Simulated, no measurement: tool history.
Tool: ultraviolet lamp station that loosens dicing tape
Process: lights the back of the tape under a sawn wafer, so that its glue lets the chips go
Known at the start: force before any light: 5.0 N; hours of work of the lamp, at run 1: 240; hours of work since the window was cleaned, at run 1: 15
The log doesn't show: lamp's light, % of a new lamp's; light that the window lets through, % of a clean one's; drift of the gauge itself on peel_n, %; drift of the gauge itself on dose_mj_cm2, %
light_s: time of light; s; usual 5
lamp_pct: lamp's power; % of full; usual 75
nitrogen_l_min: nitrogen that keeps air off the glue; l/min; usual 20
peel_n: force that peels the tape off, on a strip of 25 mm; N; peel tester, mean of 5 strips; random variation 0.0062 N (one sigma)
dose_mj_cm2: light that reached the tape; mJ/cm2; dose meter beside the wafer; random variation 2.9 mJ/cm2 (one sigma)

run	hour	light_s	lamp_pct	nitrogen_l_min	hours of work of the lamp	hours of work since the window was cleaned	peel_n	dose_mj_cm2
1	0.0	5	75	20	240	15	0.221	353
2	15.9	5	75	20	249	25	0.231	350
3	29.4	5	75	20	258	33	0.228	351
4	38.4	3	75	20	263	39	0.648	211
5	51.2	6	75	20	271	47	0.175	410
6	62.5	6	75	20	278	54	0.182	413
7	73.2	5	75	36	285	60	0.179	336
8	83.0	5	75	36	291	66	0.183	337
9	96.8	5	75	36	299	75	0.180	336
10	107.9	5	75	36	306	82	0.176	335
11	120.5	4	75	20	314	89	0.397	269
12	134.3	5	75	20	322	98	0.257	329
13	143.5	5	75	6	328	103	0.651	331
14	155.6	7	75	20	335	111	0.150	452
15	163.5	7	75	20	340	116	0.163	454
16	171.4	7	75	26	345	121	0.148	447
17	183.9	7	75	26	353	128	0.148	453
18	199.4	7	75	26	362	138	0.137	448
19	214.2	7	75	26	371	147	0.151	449
20	227.8	7	75	26	380	155	0.145	441
21	242.6	7	65	26	389	164	0.176	380
22	249.3	7	65	26	393	169	0.174	379
23	262.6	9	72	20	401	177	0.142	535
24	277.2	9	85	20	410	186	0.134	631
25	292.1	9	85	20	419	195	0.127	625

Run 26 comes next. What will it give?
26	303.9	9	76	24	427	202	?	?

peel_n: 0.134 N
dose_mj_cm2: 558 mJ/cm2
Without the tool's hidden state the same run would have given peel_n 0.127 N, dose_mj_cm2 755 mJ/cm2.

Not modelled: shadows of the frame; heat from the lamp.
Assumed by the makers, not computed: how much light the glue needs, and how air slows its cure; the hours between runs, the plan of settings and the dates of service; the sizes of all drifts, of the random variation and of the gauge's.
